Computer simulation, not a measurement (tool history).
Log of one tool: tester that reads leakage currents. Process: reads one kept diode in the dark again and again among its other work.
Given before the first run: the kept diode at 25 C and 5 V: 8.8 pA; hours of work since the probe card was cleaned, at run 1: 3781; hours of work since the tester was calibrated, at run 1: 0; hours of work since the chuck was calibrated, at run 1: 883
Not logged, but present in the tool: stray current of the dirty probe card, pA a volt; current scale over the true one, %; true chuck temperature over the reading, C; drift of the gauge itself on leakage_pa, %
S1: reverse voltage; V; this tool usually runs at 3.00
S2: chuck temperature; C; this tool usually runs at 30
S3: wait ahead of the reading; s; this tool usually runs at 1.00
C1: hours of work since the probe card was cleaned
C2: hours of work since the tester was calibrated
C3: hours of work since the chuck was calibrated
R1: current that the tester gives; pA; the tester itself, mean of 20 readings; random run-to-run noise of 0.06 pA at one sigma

run    hour     S1  S2    S3    C1    C2   C3      R1
  1     0.0   3.00  30  1.00  3781     0  883   13.00
      123.1  -- probe card cleaned and baked
      164.9  -- chuck's temperature calibrated
  2   205.8   3.00  30  1.00    59   147   30   13.12
  3   428.8   3.00  52  1.00   222   310  193   57.92
  4   592.3   3.00  52  1.00   341   429  312   58.74
  5   719.3   3.00  52  1.00   434   522  405   58.79
  6   977.3   3.00  52  1.00   623   711  594   59.88
  7  1203.5   3.00  52  1.00   788   876  759   61.48
     1373.5  -- chuck's temperature calibrated, once more
  8  1436.6   3.00  52  1.00   957  1045   46   47.97
  9  1696.3   3.00  52  1.00  1147  1235  236   48.79
 10  1817.0   3.00  50  1.00  1235  1323  324   43.59
 11  1975.8   7.92  50  1.00  1351  1439  440   69.77
 12  2139.8   7.92  50  1.00  1471  1559  560   70.35
 13  2292.6   7.92  50  1.00  1583  1671  672   71.06
 14  2510.4   3.00  30  1.00  1742  1830  831   12.21
 15  2641.1   3.00  30  1.00  1838  1925  927   12.34
     2742.6  -- chuck's temperature calibrated
 16  2800.7  15.40  30  1.00  1953  2041   42   27.68
 17  2997.7  15.40  30  1.00  2097  2185  186   28.06
 18  3138.2   2.21  30  1.00  2199  2287  289   10.03
 19  3270.6   2.21  30  1.00  2296  2384  386   10.06
 20  3511.1   2.21  30  1.00  2472  2560  562   10.25
 21  3624.3   2.21  36  1.00  2555  2643  644   15.71
 22  3849.8   1.45  30  1.00  2720  2807  809    8.54
 23  4033.5  13.05  45  4.63  2854  2942  944   66.59
     4113.2  -- chuck's temperature calibrated
 24  4278.6   1.87  30  1.24  3032  3119  121    8.99
 25  4539.6   1.87  30  1.24  3222  3310  312    9.26
 26  4667.5   4.33  25  1.00  3316  3404  405   10.66
 27  4912.4  10.32  44  0.68  3495  3583  584   57.58
 28  5175.8   9.18  51  4.91  3687  3775  777   81.67
 29  5299.9   9.18  22  0.33  3778  3866  867   19.11
     5419.8  -- probe card cleaned and baked
     5476.8  -- chuck's temperature calibrated
 30  5555.3   4.76  30  1.00    98  4049   57   13.73
 31  5741.5   6.65  30  2.47   234  4185  193   15.42
 32  5899.3   6.65  30  2.47   349  4300  309   15.69
 33  6090.8   6.65  30  2.47   489  4440  449   16.13
 34  6290.4  17.65  51  0.54   635  4586  595  112.32
 35  6453.5   7.36  39  7.16   754  4705  714   32.02
 36  6568.0   7.36  59  1.07   838  4789  798  119.66
 37  6778.5   7.36  59  1.07   992  4943  951  121.63
     6843.9  -- chuck's temperature calibrated
 38  6932.0   7.36  59  1.07  1102  5054   64  111.96

Hidden state at the last listed run before each entry between runs and at the first one after, where it differs:
After run 1, before run 2: probe card cleaned and baked (hour 123.1); chuck's temperature calibrated (hour 164.9)
  stray current of the dirty probe card, pA a volt: 0.309 -> 0.03; current scale over the true one, %: 0.13 -> 0.06; true chuck temperature over the reading, C: 1.38 -> 2.67
  measured minus no-state result, R1: +1.98 -> +2.26 pA
After run 7, before run 8: chuck's temperature calibrated, once more (hour 1373.5)
  stray current of the dirty probe card, pA a volt: 0.082 -> 0.094; current scale over the true one, %: -0.29 -> -0.37; true chuck temperature over the reading, C: 3.81 -> 0.05
  measured minus no-state result, R1: +13.17 -> +0.20 pA
After run 15, before run 16: chuck's temperature calibrated (hour 2742.6)
  stray current of the dirty probe card, pA a volt: 0.158 -> 0.165; current scale over the true one, %: -0.8 -> -0.85; true chuck temperature over the reading, C: 1.39 -> 0.07
  measured minus no-state result, R1: +1.42 -> +2.13 pA
After run 23, before run 24: chuck's temperature calibrated (hour 4113.2)
  stray current of the dirty probe card, pA a volt: 0.227 -> 0.239; current scale over the true one, %: -1.29 -> -1.38; true chuck temperature over the reading, C: 1.44 -> 0.22
  measured minus no-state result, R1: +7.74 -> +0.42 pA
After run 29, before run 30: probe card cleaned and baked (hour 5419.8); chuck's temperature calibrated (hour 5476.8)
  stray current of the dirty probe card, pA a volt: 0.291 -> 0.03; current scale over the true one, %: -1.73 -> -1.82; true chuck temperature over the reading, C: 1.39 -> 0.05
  measured minus no-state result, R1: +3.21 -> -0.16 pA
After run 37, before run 38: chuck's temperature calibrated (hour 6843.9)
  stray current of the dirty probe card, pA a volt: 0.096 -> 0.103; current scale over the true one, %: -2.25 -> -2.31; true chuck temperature over the reading, C: 1.49 -> 0.19
  measured minus no-state result, R1: +8.51 -> -0.69 pA
